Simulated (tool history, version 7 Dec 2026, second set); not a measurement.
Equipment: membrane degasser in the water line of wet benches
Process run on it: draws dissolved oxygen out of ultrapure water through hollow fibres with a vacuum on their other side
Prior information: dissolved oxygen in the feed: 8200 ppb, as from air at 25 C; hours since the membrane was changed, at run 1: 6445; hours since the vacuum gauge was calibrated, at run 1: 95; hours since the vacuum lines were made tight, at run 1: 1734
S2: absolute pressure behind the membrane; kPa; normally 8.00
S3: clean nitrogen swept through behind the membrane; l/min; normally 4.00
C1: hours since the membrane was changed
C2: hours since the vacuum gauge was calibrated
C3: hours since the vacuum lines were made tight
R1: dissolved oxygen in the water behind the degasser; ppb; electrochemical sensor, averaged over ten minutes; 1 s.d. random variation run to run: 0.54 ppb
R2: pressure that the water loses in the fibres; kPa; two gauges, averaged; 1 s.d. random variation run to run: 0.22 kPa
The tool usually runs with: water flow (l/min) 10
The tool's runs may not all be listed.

{"run": 1, "hour": 0.0, "water flow (l/min)": 10, "S2": 8.0, "S3": 4.0, "C1": 6445, "C2": 95, "C3": 1734, "R1": 49.1, "R2": 57.59}
{"run": 2, "hour": 153.1, "water flow (l/min)": 9, "S2": 8.0, "S3": 4.0, "C1": 6598, "C2": 248, "C3": 1887, "R1": 38.2, "R2": 51.64}
{"run": 3, "hour": 285.2, "water flow (l/min)": 9, "S2": 8.0, "S3": 4.0, "C1": 6730, "C2": 380, "C3": 2019, "R1": 37.8, "R2": 51.85}
{"run": 4, "hour": 458.7, "water flow (l/min)": 9, "S2": 8.0, "S3": 4.0, "C1": 6904, "C2": 554, "C3": 2193, "R1": 37.7, "R2": 51.97}
{"run": 5, "hour": 622.5, "water flow (l/min)": 9, "S2": 8.0, "S3": 4.0, "C1": 7068, "C2": 718, "C3": 2357, "R1": 39.1, "R2": 52.18}
{"run": 6, "hour": 719.6, "water flow (l/min)": 10, "S2": 19.29, "S3": 4.0, "C1": 7165, "C2": 815, "C3": 2454, "R1": 121.4, "R2": 57.81}
{"run": 7, "hour": 865.3, "water flow (l/min)": 10, "S2": 19.29, "S3": 4.0, "C1": 7311, "C2": 961, "C3": 2600, "R1": 121.3, "R2": 58.31}
{"run": 8, "hour": 968.6, "water flow (l/min)": 10, "S2": 19.29, "S3": 4.0, "C1": 7414, "C2": 1064, "C3": 2703, "R1": 120.0, "R2": 57.94}
{"run": 9, "hour": 1054.6, "water flow (l/min)": 10, "S2": 19.29, "S3": 4.0, "C1": 7500, "C2": 1150, "C3": 2789, "R1": 120.5, "R2": 58.4}
{"run": 10, "hour": 1174.2, "water flow (l/min)": 10, "S2": 5.08, "S3": 4.0, "C1": 7619, "C2": 1269, "C3": 2908, "R1": 31.7, "R2": 57.98}
{"run": 11, "hour": 1368.9, "water flow (l/min)": 10, "S2": 5.08, "S3": 4.0, "C1": 7814, "C2": 1464, "C3": 3103, "R1": 31.4, "R2": 57.99}
{"run": 12, "hour": 1565.5, "water flow (l/min)": 10, "S2": 5.08, "S3": 4.0, "C1": 8011, "C2": 1661, "C3": 3300, "R1": 31.9, "R2": 57.94}
{"run": 13, "hour": 1667.3, "water flow (l/min)": 12, "S2": 5.08, "S3": 4.0, "C1": 8113, "C2": 1762, "C3": 3402, "R1": 59.5, "R2": 69.34}
{"run": 14, "hour": 1853.0, "water flow (l/min)": 10, "S2": 8.0, "S3": 4.0, "C1": 8298, "C2": 1948, "C3": 3587, "R1": 51.7, "R2": 58.35}
{"run": 15, "hour": 2028.6, "water flow (l/min)": 10, "S2": 8.0, "S3": 4.0, "C1": 8474, "C2": 2124, "C3": 3763, "R1": 51.4, "R2": 58.28}
{"run": 16, "hour": 2216.1, "water flow (l/min)": 10, "S2": 8.0, "S3": 5.37, "C1": 8661, "C2": 2311, "C3": 3950, "R1": 43.6, "R2": 58.17}
{"run": 17, "hour": 2356.7, "water flow (l/min)": 10, "S2": 8.0, "S3": 5.37, "C1": 8802, "C2": 2452, "C3": 4091, "R1": 42.9, "R2": 58.32}
{"run": 18, "hour": 2460.5, "water flow (l/min)": 7, "S2": 8.0, "S3": 4.0, "C1": 8906, "C2": 2556, "C3": 4195, "R1": 25.6, "R2": 41.05}
{"run": 19, "hour": 2577.9, "water flow (l/min)": 14, "S2": 7.61, "S3": 4.62, "C1": 9023, "C2": 2673, "C3": 4312, "R1": 119.1, "R2": 81.82}
{"run": 20, "hour": 2765.8, "water flow (l/min)": 13, "S2": 5.32, "S3": 4.62, "C1": 9211, "C2": 2861, "C3": 4500, "R1": 81.5, "R2": 76.52}
{"run": 21, "hour": 2916.9, "water flow (l/min)": 13, "S2": 17.25, "S3": 3.21, "C1": 9362, "C2": 3012, "C3": 4651, "R1": 207.3, "R2": 75.82}
{"run": 22, "hour": 3073.6, "water flow (l/min)": 11, "S2": 12.63, "S3": 8.53, "C1": 9519, "C2": 3169, "C3": 4808, "R1": 65.0, "R2": 64.98}
{"run": 23, "hour": 3187.0, "water flow (l/min)": 10, "S2": 12.39, "S3": 3.37, "C1": 9632, "C2": 3282, "C3": 4921, "R1": 92.5, "R2": 58.87}
{"run": 24, "hour": 3284.6, "water flow (l/min)": 7, "S2": 10.99, "S3": 9.17, "C1": 9730, "C2": 3380, "C3": 5019, "R1": 19.1, "R2": 41.1}
{"run": 25, "hour": 3399.7, "water flow (l/min)": 7, "S2": 5.81, "S3": 3.2, "C1": 9845, "C2": 3495, "C3": 5134, "R1": 19.4, "R2": 41.45}
{"run": 26, "hour": 3516.3, "water flow (l/min)": 11, "S2": 5.81, "S3": 3.2, "C1": 9962, "C2": 3612, "C3": 5251, "R1": 57.5, "R2": 65.03}
{"run": 27, "hour": 3673.2, "water flow (l/min)": 9, "S2": 13.05, "S3": 5.94, "C1": 10118, "C2": 3768, "C3": 5407, "R1": 50.8, "R2": 52.93}
{"run": 28, "hour": 3824.2, "water flow (l/min)": 15, "S2": 13.05, "S3": 5.94, "C1": 10269, "C2": 3919, "C3": 5558, "R1": 174.9, "R2": 88.7}
{"run": 29, "hour": 3908.6, "water flow (l/min)": 10, "S2": 15.14, "S3": 5.85, "C1": 10354, "C2": 4004, "C3": 5643, "R1": 76.2, "R2": 58.87}
{"run": 30, "hour": 4008.9, "water flow (l/min)": 10, "S2": 15.14, "S3": 5.85, "C1": 10454, "C2": 4104, "C3": 5743, "R1": 77.2, "R2": 58.65}
{"run": 31, "hour": 4130.1, "water flow (l/min)": 7, "S2": 5.08, "S3": 3.45, "C1": 10575, "C2": 4225, "C3": 5864, "R1": 14.5, "R2": 41.26}
{"run": 32, "hour": 4248.0, "water flow (l/min)": 7, "S2": 9.75, "S3": 3.26, "C1": 10693, "C2": 4343, "C3": 5982, "R1": 41.9, "R2": 41.28}

Here are 4 independent what-if runs from the current tool condition. What would each one return?
{"run": "A", "hour": 4404.4, "water flow (l/min)": 7, "S2": 13.42, "S3": 3.26, "C1": 10850, "C2": 4500, "C3": 6139, "R1": "?", "R2": "?"}
{"run": "B", "hour": 4404.4, "water flow (l/min)": 14, "S2": 9.75, "S3": 3.75, "C1": 10850, "C2": 4500, "C3": 6139, "R1": "?", "R2": "?"}
{"run": "C", "hour": 4404.4, "water flow (l/min)": 8, "S2": 8.0, "S3": 9.95, "C1": 10850, "C2": 4500, "C3": 6139, "R1": "?", "R2": "?"}
{"run": "D", "hour": 4404.4, "water flow (l/min)": 9, "S2": 15.76, "S3": 2.59, "C1": 10850, "C2": 4500, "C3": 6139, "R1": "?", "R2": "?"}

run=A R1=63.7 R2=41.87
run=B R1=153.1 R2=82.84
run=C R1=18.0 R2=47.56
run=D R1=127.1 R2=53.35
With no hidden state in the tool, these same runs would have given:
run=A R1=56.3 R2=39.25
run=B R1=125.1 R2=77.63
run=C R1=14.1 R2=44.57
run=D R1=113.7 R2=49.99
